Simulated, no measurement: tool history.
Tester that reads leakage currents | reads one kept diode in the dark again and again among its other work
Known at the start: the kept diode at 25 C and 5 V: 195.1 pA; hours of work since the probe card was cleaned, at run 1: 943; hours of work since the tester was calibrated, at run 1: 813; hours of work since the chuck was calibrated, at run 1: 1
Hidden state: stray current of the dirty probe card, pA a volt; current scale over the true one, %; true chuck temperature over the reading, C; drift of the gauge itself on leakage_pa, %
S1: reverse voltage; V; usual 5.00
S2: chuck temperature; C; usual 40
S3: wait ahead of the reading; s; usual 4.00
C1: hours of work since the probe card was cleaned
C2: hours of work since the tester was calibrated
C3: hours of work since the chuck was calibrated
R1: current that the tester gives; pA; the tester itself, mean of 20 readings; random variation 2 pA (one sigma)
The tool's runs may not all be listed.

Run 1, hour 0.0: usual settings; C1 943; C2 813; C3 1. Result: R1 652.14 pA.
Run 2, hour 28.5: usual settings but S3 0.70 s; C1 957; C2 827; C3 15. Result: R1 652.03 pA.
Run 3, hour 69.0: usual settings but S2 25 C; C1 977; C2 847; C3 35. Result: R1 198.52 pA.
Run 4, hour 117.2: usual settings but S3 2.02 s; C1 1001; C2 871; C3 59. Result: R1 645.30 pA.
Run 5, hour 147.8: usual settings but S3 2.02 s; C1 1016; C2 886; C3 74. Result: R1 649.23 pA.
Run 6, hour 200.5: usual settings but S1 4.31 V; C1 1042; C2 912; C3 100. Result: R1 613.53 pA.
Run 7, hour 232.3: usual settings; C1 1058; C2 928; C3 115. Result: R1 645.30 pA.
Run 8, hour 265.6: usual settings but S3 0.41 s; C1 1074; C2 944; C3 132. Result: R1 642.96 pA.
Run 9, hour 304.6: usual settings but S3 0.41 s; C1 1093; C2 963; C3 151. Result: R1 643.75 pA.
Run 10, hour 363.1: usual settings but S3 0.41 s; C1 1122; C2 992; C3 180. Result: R1 642.58 pA.
Run 11, hour 409.3: usual settings but S3 0.41 s; C1 1145; C2 1015; C3 202. Result: R1 643.10 pA.
Run 12, hour 476.7: usual settings but S3 0.41 s; C1 1178; C2 1048; C3 236. Result: R1 642.71 pA.
Run 13, hour 513.0: usual settings but S3 0.41 s; C1 1196; C2 1066; C3 253. Result: R1 637.82 pA.
Run 14, hour 576.9: usual settings but S3 1.72 s; C1 1227; C2 1097; C3 285. Result: R1 632.82 pA.
Run 15, hour 640.9: usual settings but S3 1.72 s; C1 1259; C2 1129; C3 316. Result: R1 634.07 pA.
Run 16, hour 673.6: usual settings but S1 3.33 V, S2 24 C, S3 0.69 s; C1 1275; C2 1145; C3 333. Result: R1 154.02 pA.
Run 17, hour 727.6: usual settings but S1 2.74 V, S2 33 C, S3 0.30 s; C1 1301; C2 1171; C3 359. Result: R1 297.78 pA.
Run 18, hour 786.9: usual settings but S1 2.74 V, S2 33 C, S3 0.30 s; C1 1331; C2 1201; C3 388. Result: R1 295.53 pA.
Run 19, hour 822.5: usual settings but S1 4.94 V, S2 47 C, S3 0.69 s; C1 1348; C2 1218; C3 406. Result: R1 1053.47 pA.
Run 20, hour 886.2: usual settings but S1 18.02 V, S2 34 C; C1 1379; C2 1249; C3 437. Result: R1 629.94 pA.
Run 21, hour 941.7: usual settings but S1 2.37 V, S2 55 C; C1 1407; C2 1277; C3 465. Result: R1 1428.57 pA.
Run 22, hour 1007.6: usual settings but S1 2.37 V, S2 55 C, S3 3.09 s; C1 1439; C2 1309; C3 497. Result: R1 1416.14 pA.
Run 23, hour 1046.4: usual settings but S2 32 C, S3 8.33 s; C1 1458; C2 1328; C3 516. Result: R1 333.21 pA.
Run 24, hour 1090.6: usual settings but S2 25 C, S3 4.55 s; C1 1480; C2 1350; C3 538. Result: R1 188.28 pA.
Run 25, hour 1156.8: usual settings but S1 1.06 V, S2 45 C, S3 2.43 s; C1 1513; C2 1383; C3 570. Result: R1 521.35 pA.
At hour 1163.7: probe card cleaned and baked.
Run 26, hour 1221.2: usual settings but S1 1.38 V, S2 33 C, S3 1.03 s; C1 28; C2 1413; C3 601. Result: R1 225.05 pA.
Run 27, hour 1269.3: usual settings but S2 49 C; C1 52; C2 1437; C3 624. Result: R1 1185.66 pA.
Run 28, hour 1317.3: usual settings but S2 49 C; C1 76; C2 1460; C3 648. Result: R1 1184.65 pA.
Run 29, hour 1376.6: usual settings but S1 2.11 V, S2 48 C, S3 0.55 s; C1 105; C2 1489; C3 677. Result: R1 811.71 pA.
Run 30, hour 1423.8: usual settings but S2 58 C, S3 0.37 s; C1 128; C2 1513; C3 700. Result: R1 2216.10 pA.

4 ways to go on from here, each from the tool as it stands after run 30. What would each give?
Run A, hour 1485.1: usual settings but S1 1.46 V, S2 58 C, S3 1.12 s; C1 158; C2 1543; C3 731. Result: R1 ?.
Run B, hour 1485.1: usual settings but S1 7.12 V, S2 21 C, S3 0.80 s; C1 158; C2 1543; C3 731. Result: R1 ?.
Run C, hour 1485.1: usual settings but S1 1.00 V, S2 36 C; C1 158; C2 1543; C3 731. Result: R1 ?.
Run D, hour 1485.1: usual settings but S3 0.53 s; C1 158; C2 1543; C3 731. Result: R1 ?.

run       R1
  A  1433.39
  B   145.71
  C   250.12
  D   599.14
Without the tool's hidden state the same runs would have given:
run       R1
  A  1544.17
  B   158.65
  C   272.18
  D   650.04

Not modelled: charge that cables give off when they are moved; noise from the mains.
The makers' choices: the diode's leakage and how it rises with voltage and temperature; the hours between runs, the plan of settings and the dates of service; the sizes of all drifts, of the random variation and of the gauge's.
